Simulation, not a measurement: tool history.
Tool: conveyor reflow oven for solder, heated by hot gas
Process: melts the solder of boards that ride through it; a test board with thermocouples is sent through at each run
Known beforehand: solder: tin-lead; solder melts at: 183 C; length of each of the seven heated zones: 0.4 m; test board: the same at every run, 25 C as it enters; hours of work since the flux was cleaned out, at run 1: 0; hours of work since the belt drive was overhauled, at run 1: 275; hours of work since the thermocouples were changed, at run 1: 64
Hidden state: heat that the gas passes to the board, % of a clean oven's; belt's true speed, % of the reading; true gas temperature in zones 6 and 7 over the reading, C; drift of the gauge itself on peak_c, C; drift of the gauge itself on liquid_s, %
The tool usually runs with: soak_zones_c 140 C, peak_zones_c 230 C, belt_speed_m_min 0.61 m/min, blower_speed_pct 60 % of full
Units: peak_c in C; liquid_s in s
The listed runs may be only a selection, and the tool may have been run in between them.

run     day  soak_zones_c  peak_zones_c  belt_speed_m_min  blower_speed_pct  hours of work since the flux was cleaned out  hours of work since the belt drive was overhauled  hours of work since the thermocouples were changed  peak_c  liquid_s
  1       0           140           230              0.61                60                                             0                                                275                                                  64  210.11     52.65
  2   0.975           140           230              0.61                60                                            11                                                286                                                  76  210.02     52.49
  3   2.075           140           230              0.61                60                                            24                                                298                                                  88  209.94     52.42
  4   4.138           140           230              0.61                60                                            47                                                322                                                 112  209.91     52.36
  5   5.321           140           230              0.61                60                                            61                                                335                                                 125  209.81     52.37
  6   6.538           140           230              0.61                60                                            74                                                349                                                 139  209.73      52.3
  7   7.967           139           228              0.61                60                                            91                                                365                                                 155  207.74     49.77
  8   9.412           139           228              0.61                60                                           107                                                382                                                 172  207.78     49.73
      9.729  -- flux residue cleaned out of gas plates and filters
  9   11.75           149           230              0.51                61                                            23                                                406                                                 196     217     76.75
 10  13.675           149           230              0.51                61                                            45                                                428                                                 218  216.95     76.73

Predict the results of run 11:
     14.088  -- flux residue cleaned out of gas plates and filters, once more
 11  15.158           149           230              0.51                61                                            12                                                442                                                 232       ?         ?

peak_c: 217.63 C
liquid_s: 77.6 s
Minus the tool's unlogged condition, the same run would have read peak_c 217.35 C, liquid_s 76.52 s.

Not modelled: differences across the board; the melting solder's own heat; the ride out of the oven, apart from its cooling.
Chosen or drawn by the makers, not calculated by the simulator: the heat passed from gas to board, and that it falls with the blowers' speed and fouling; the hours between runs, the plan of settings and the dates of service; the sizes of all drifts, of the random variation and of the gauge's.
